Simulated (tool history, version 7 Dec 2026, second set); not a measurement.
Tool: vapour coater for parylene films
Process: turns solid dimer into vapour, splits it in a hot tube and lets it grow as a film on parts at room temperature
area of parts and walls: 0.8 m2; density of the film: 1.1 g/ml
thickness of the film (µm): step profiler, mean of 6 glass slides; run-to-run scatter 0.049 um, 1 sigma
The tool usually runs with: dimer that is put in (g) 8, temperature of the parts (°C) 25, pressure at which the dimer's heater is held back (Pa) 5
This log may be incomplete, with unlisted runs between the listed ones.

run	hour	dimer that is put in (g)	temperature of the parts (°C)	pressure at which the dimer's heater is held back (Pa)	thickness of the film (µm)
1	0	8	25	5	6.12
2	26.1	8	25	5	6.16
3	56.1	8	25	5	6.14
4	86.3	8	25	5	6.08
5	119.4	8	25	5	5.99
6	147.8	8	25	5	6.01
7	176.1	11	25	5	8.34
8	193.1	11	21	5	10.05
# hour 201: trap's valve overhauled
9	215.9	11	21	5	11
# hour 218.3: table's thermometer calibrated
10	233.2	3	21	5	2.96
11	249.2	3	21	5	3
12	262.5	3	21	5	3.01
13	291	3	21	5	2.94
14	318.1	3	21	5	2.98
# hour 335.4: table's thermometer calibrated, once more
15	338.6	11	25	2.39	9.55
16	369.4	11	25	2.39	9.45
17	395.1	8	25	5	6.64
18	424.2	6	28	5	4.26
19	442.8	6	28	5	4.27
20	464.5	9	32	5.02	5.29
21	487	7	29	5	4.72

Forecast each of these 4 alternatives for the next run:
A	507.9	5	25	11.18	?
B	507.9	6	25	10.95	?
C	507.9	8	25	3.07	?
D	507.9	3	25	2.24	?

run	thickness of the film (µm)
A	3.92
B	4.64
C	6.62
D	2.54
With no hidden state in the tool, these same runs would have given:
run	thickness of the film (µm)
A	4.08
B	4.83
C	6.9
D	2.65

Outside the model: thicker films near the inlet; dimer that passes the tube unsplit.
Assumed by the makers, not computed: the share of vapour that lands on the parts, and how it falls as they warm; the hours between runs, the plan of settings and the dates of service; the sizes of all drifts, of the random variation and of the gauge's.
